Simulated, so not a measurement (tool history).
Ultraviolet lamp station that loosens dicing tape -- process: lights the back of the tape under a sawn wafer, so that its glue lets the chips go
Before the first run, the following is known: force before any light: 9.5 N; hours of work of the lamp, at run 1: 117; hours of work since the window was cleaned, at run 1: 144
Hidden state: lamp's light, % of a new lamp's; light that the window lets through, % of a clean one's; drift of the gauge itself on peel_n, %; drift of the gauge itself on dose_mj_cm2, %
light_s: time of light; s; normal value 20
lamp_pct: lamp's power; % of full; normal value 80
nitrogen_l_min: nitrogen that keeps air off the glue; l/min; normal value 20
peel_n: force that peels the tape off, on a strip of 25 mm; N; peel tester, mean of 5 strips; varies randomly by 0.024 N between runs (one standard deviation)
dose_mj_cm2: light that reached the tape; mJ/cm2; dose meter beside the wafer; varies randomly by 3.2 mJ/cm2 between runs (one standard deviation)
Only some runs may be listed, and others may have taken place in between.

| run | day | light_s | lamp_pct | nitrogen_l_min | hours of work of the lamp | hours of work since the window was cleaned | peel_n | dose_mj_cm2 |
|---|---|---|---|---|---|---|---|---|
| 1 | 0.000 | 20 | 80 | 20 | 117 | 144 | 1.256 | 471 |
| 2 | 0.354 | 20 | 80 | 20 | 121 | 149 | 1.223 | 474 |
| 3 | 0.858 | 20 | 80 | 20 | 128 | 156 | 1.217 | 477 |
| 4 | 1.246 | 20 | 80 | 20 | 133 | 161 | 1.233 | 481 |
| 5 | 1.575 | 20 | 76 | 20 | 137 | 165 | 1.435 | 453 |
| 6 | 1.883 | 20 | 76 | 20 | 141 | 169 | 1.390 | 450 |
| 7 | 2.204 | 20 | 76 | 20 | 145 | 173 | 1.420 | 450 |
| 8 | 2.883 | 20 | 80 | 20 | 154 | 182 | 1.286 | 476 |
| 9 | 3.454 | 20 | 80 | 20 | 162 | 189 | 1.299 | 472 |
| 10 | 4.096 | 20 | 80 | 20 | 170 | 198 | 1.285 | 474 |
| 11 | 4.708 | 20 | 80 | 8 | 178 | 206 | 2.369 | 477 |
| 12 | 5.171 | 20 | 80 | 8 | 184 | 212 | 2.399 | 472 |
| 13 | 5.529 | 20 | 80 | 8 | 189 | 216 | 2.369 | 471 |
| 14 | 5.862 | 29 | 80 | 8 | 193 | 221 | 1.315 | 682 |
| 15 | 6.404 | 29 | 80 | 8 | 200 | 228 | 1.371 | 679 |
| 16 | 7.083 | 29 | 80 | 8 | 209 | 237 | 1.383 | 686 |
| 17 | 7.658 | 29 | 80 | 8 | 216 | 244 | 1.361 | 681 |
| 18 | 7.946 | 36 | 80 | 20 | 220 | 248 | 0.389 | 845 |
| 19 | 8.550 | 36 | 80 | 20 | 228 | 256 | 0.407 | 844 |
| 20 | 9.200 | 20 | 80 | 20 | 236 | 264 | 1.316 | 462 |
| 21 | 9.908 | 20 | 80 | 20 | 246 | 273 | 1.325 | 463 |
| 22 | 10.454 | 20 | 80 | 20 | 253 | 280 | 1.379 | 459 |
| 23 | 10.933 | 18 | 79 | 35 | 259 | 287 | 1.154 | 414 |
| 24 | 11.583 | 18 | 79 | 35 | 267 | 295 | 1.139 | 411 |
| 25 | 12.146 | 18 | 79 | 35 | 275 | 302 | 1.152 | 412 |
| 26 | 12.708 | 32 | 69 | 9 | 282 | 310 | 1.372 | 640 |
| 27 | 13.012 | 29 | 93 | 11 | 286 | 314 | 0.826 | 778 |
| 28 | 13.629 | 17 | 95 | 19 | 294 | 322 | 1.393 | 465 |
| 29 | 14.179 | 12 | 99 | 8 | 301 | 329 | 3.428 | 336 |
| 30 | 14.658 | 20 | 67 | 20 | 307 | 335 | 1.853 | 386 |
| 31 | 15.371 | 25 | 65 | 28 | 317 | 344 | 1.050 | 462 |
| 32 | 15.721 | 25 | 65 | 28 | 321 | 349 | 1.035 | 461 |
| 33 | 16.288 | 25 | 65 | 28 | 329 | 356 | 1.091 | 464 |
| 34 | 16.708 | 14 | 90 | 26 | 334 | 362 | 1.720 | 360 |
| 35 | 17.375 | 24 | 90 | 26 | 343 | 370 | 0.631 | 608 |
| 36 | 18.012 | 36 | 88 | 20 | 351 | 379 | 0.359 | 894 |
| 37 | 18.412 | 20 | 83 | 20 | 356 | 384 | 1.327 | 473 |
| 38 | 19.108 | 20 | 68 | 38 | 365 | 393 | 1.269 | 388 |
| 39 | 19.617 | 20 | 68 | 38 | 372 | 400 | 1.219 | 378 |
| 40 | 20.238 | 20 | 65 | 14 | 380 | 408 | 2.387 | 371 |
| 41 | 20.896 | 20 | 65 | 14 | 388 | 416 | 2.503 | 362 |
| 42 | 21.612 | 20 | 80 | 7 | 398 | 426 | 2.718 | 454 |
| 43 | 22.175 | 21 | 80 | 27 | 405 | 433 | 1.048 | 472 |

Some steps in peel_n, run to run, broken into two amounts with sign: the step expected even without the hidden condition (settings, incoming material, random variation), and the rest, left for the hidden condition together with whatever gauge scatter is not in both the measured and the hidden-condition-free result:
Run 28 -> 29: light_s 17 -> 12, lamp_pct 95 -> 99, nitrogen_l_min 19 -> 8. peel_n +2.035 N: hidden state +0.080, all else +1.955.
Run 29 -> 30: light_s 12 -> 20, lamp_pct 99 -> 67, nitrogen_l_min 8 -> 20. peel_n -1.575 N: hidden state -0.041, all else -1.534.
Run 34 -> 35: light_s 14 -> 24. peel_n -1.089 N: hidden state -0.114, all else -0.975.
Run 36 -> 37: light_s 36 -> 20, lamp_pct 88 -> 83. peel_n +0.968 N: hidden state +0.149, all else +0.819.
Run 42 -> 43: light_s 20 -> 21, nitrogen_l_min 7 -> 27. peel_n -1.670 N: hidden state -0.126, all else -1.544.

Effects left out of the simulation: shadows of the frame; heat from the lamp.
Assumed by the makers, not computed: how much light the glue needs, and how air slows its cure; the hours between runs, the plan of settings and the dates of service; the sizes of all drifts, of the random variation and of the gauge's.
